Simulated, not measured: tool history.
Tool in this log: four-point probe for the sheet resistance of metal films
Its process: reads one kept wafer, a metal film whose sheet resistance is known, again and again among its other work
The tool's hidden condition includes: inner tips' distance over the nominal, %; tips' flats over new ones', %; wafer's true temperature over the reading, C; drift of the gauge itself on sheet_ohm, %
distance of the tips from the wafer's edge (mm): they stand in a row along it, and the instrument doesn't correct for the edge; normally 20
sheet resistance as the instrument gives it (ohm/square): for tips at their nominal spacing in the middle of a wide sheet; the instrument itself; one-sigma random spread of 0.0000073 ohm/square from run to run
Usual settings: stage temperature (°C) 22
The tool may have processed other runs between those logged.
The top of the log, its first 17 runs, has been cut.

run	hour	stage temperature (°C)	distance of the tips from the wafer's edge (mm)	touches since the probe head was changed	hours of work since the stage's thermometer was calibrated	sheet resistance as the instrument gives it (ohm/square)
18	220.1	21	20	19638	246	0.036505
19	230.5	21	20	19929	250	0.036506
20	246.1	21	20	20368	258	0.036510
21	260.2	22	66	20764	265	0.036447
22	276.9	22	66	21232	273	0.036452
23	291.2	19	20	21633	280	0.036608
24	309.9	19	20	22156	288	0.036597
25	320.0	31	20	22439	293	0.036077
26	338.7	31	20	22964	302	0.036082
27	351.6	23	20	23326	308	0.036423
28	362.9	19	5	23642	314	0.036901
29	382.1	19	5	24181	323	0.036897
30	400.4	24	4	24694	332	0.036846
31	415.8	24	54	25126	339	0.036353
32	429.2	30	12	25502	345	0.036150
33	444.1	35	4	25920	353	0.036379

For run 34, what comes out?
34	462.2	35	9	26425	361	?

Run 34 came out at sheet resistance as the instrument gives it (ohm/square) 0.035988.
The same run, on a tool lacking any hidden state, would have yielded sheet resistance as the instrument gives it (ohm/square) 0.035988.

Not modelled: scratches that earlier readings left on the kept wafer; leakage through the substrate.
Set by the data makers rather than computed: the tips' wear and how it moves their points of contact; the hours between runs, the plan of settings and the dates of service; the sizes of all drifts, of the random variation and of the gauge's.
